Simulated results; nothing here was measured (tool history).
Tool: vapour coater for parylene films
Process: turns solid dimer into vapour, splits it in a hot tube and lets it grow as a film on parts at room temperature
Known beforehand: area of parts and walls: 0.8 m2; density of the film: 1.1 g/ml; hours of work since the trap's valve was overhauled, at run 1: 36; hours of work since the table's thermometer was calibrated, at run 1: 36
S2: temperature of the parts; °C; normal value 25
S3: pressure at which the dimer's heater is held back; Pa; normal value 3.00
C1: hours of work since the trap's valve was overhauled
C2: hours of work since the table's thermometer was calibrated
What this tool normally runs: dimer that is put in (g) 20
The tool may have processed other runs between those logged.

run 1 hour=0.0 | dimer_that_is_put_in_(g)=20 S2=25 S3=3.00 | C1=36 C2=36 | thickness_of_the_film_(um)=13.55
run 2 hour=65.9 | dimer_that_is_put_in_(g)=20 S2=25 S3=3.00 | C1=85 C2=85 | thickness_of_the_film_(um)=13.30
run 3 hour=133.5 | dimer_that_is_put_in_(g)=20 S2=25 S3=3.00 | C1=136 C2=136 | thickness_of_the_film_(um)=13.07
run 4 hour=182.9 | dimer_that_is_put_in_(g)=20 S2=25 S3=3.00 | C1=173 C2=173 | thickness_of_the_film_(um)=12.84
run 5 hour=228.8 | dimer_that_is_put_in_(g)=20 S2=25 S3=3.00 | C1=207 C2=207 | thickness_of_the_film_(um)=12.56
run 6 hour=286.3 | dimer_that_is_put_in_(g)=20 S2=25 S3=3.00 | C1=250 C2=250 | thickness_of_the_film_(um)=12.77
run 7 hour=335.7 | dimer_that_is_put_in_(g)=33 S2=25 S3=3.00 | C1=287 C2=287 | thickness_of_the_film_(um)=20.19
run 8 hour=379.6 | dimer_that_is_put_in_(g)=33 S2=33 S3=3.00 | C1=320 C2=320 | thickness_of_the_film_(um)=14.17
run 9 hour=440.8 | dimer_that_is_put_in_(g)=33 S2=33 S3=3.00 | C1=366 C2=366 | thickness_of_the_film_(um)=13.88
run 10 hour=472.8 | dimer_that_is_put_in_(g)=20 S2=25 S3=3.00 | C1=390 C2=390 | thickness_of_the_film_(um)=11.79
-- hour=500.0 trap's valve overhauled
run 11 hour=507.1 | dimer_that_is_put_in_(g)=20 S2=25 S3=3.00 | C1=5 C2=412 | thickness_of_the_film_(um)=10.58
run 12 hour=555.2 | dimer_that_is_put_in_(g)=20 S2=25 S3=3.00 | C1=41 C2=448 | thickness_of_the_film_(um)=10.43
run 13 hour=594.1 | dimer_that_is_put_in_(g)=21 S2=25 S3=3.00 | C1=70 C2=478 | thickness_of_the_film_(um)=10.80
run 14 hour=630.3 | dimer_that_is_put_in_(g)=21 S2=25 S3=3.00 | C1=98 C2=505 | thickness_of_the_film_(um)=10.71
run 15 hour=693.0 | dimer_that_is_put_in_(g)=20 S2=25 S3=3.00 | C1=145 C2=552 | thickness_of_the_film_(um)=10.01
run 16 hour=757.5 | dimer_that_is_put_in_(g)=20 S2=25 S3=3.00 | C1=193 C2=600 | thickness_of_the_film_(um)=9.74
run 17 hour=822.2 | dimer_that_is_put_in_(g)=20 S2=25 S3=3.00 | C1=241 C2=648 | thickness_of_the_film_(um)=9.57
run 18 hour=861.1 | dimer_that_is_put_in_(g)=19 S2=25 S3=3.00 | C1=270 C2=678 | thickness_of_the_film_(um)=8.79
-- hour=876.0 trap's valve overhauled, once more
run 19 hour=913.1 | dimer_that_is_put_in_(g)=19 S2=25 S3=3.00 | C1=28 C2=713 | thickness_of_the_film_(um)=12.73
run 20 hour=982.4 | dimer_that_is_put_in_(g)=20 S2=20 S3=3.00 | C1=80 C2=765 | thickness_of_the_film_(um)=16.72
run 21 hour=1012.9 | dimer_that_is_put_in_(g)=20 S2=20 S3=3.00 | C1=103 C2=788 | thickness_of_the_film_(um)=16.54
run 22 hour=1086.6 | dimer_that_is_put_in_(g)=20 S2=25 S3=3.00 | C1=158 C2=843 | thickness_of_the_film_(um)=13.08
run 23 hour=1119.1 | dimer_that_is_put_in_(g)=20 S2=25 S3=3.00 | C1=182 C2=868 | thickness_of_the_film_(um)=13.16
run 24 hour=1185.2 | dimer_that_is_put_in_(g)=9 S2=20 S3=11.49 | C1=232 C2=917 | thickness_of_the_film_(um)=6.73
run 25 hour=1250.4 | dimer_that_is_put_in_(g)=8 S2=27 S3=5.68 | C1=280 C2=966 | thickness_of_the_film_(um)=4.46
-- hour=1268.3 table's thermometer calibrated
run 26 hour=1282.3 | dimer_that_is_put_in_(g)=8 S2=29 S3=2.94 | C1=303 C2=10 | thickness_of_the_film_(um)=4.08
run 27 hour=1340.0 | dimer_that_is_put_in_(g)=22 S2=29 S3=2.94 | C1=347 C2=54 | thickness_of_the_film_(um)=11.10
run 28 hour=1398.4 | dimer_that_is_put_in_(g)=22 S2=29 S3=2.94 | C1=390 C2=97 | thickness_of_the_film_(um)=10.82
-- hour=1423.6 trap's valve overhauled
run 29 hour=1443.5 | dimer_that_is_put_in_(g)=22 S2=29 S3=2.94 | C1=15 C2=128 | thickness_of_the_film_(um)=12.50
run 30 hour=1514.1 | dimer_that_is_put_in_(g)=22 S2=29 S3=2.94 | C1=68 C2=181 | thickness_of_the_film_(um)=12.28
run 31 hour=1547.3 | dimer_that_is_put_in_(g)=22 S2=29 S3=2.94 | C1=93 C2=206 | thickness_of_the_film_(um)=12.20
run 32 hour=1611.1 | dimer_that_is_put_in_(g)=22 S2=29 S3=3.20 | C1=140 C2=254 | thickness_of_the_film_(um)=11.99

What does the tool deliver on the next run?
run 33 hour=1664.6 | dimer_that_is_put_in_(g)=29 S2=20 S3=3.18 | C1=180 C2=294 | thickness_of_the_film_(um)=?

{"run 33": {"thickness of the film (um)": 23.22}}
On a tool with no hidden condition, and with the same random variation, this run would have come out at thickness of the film (um) 24.51.
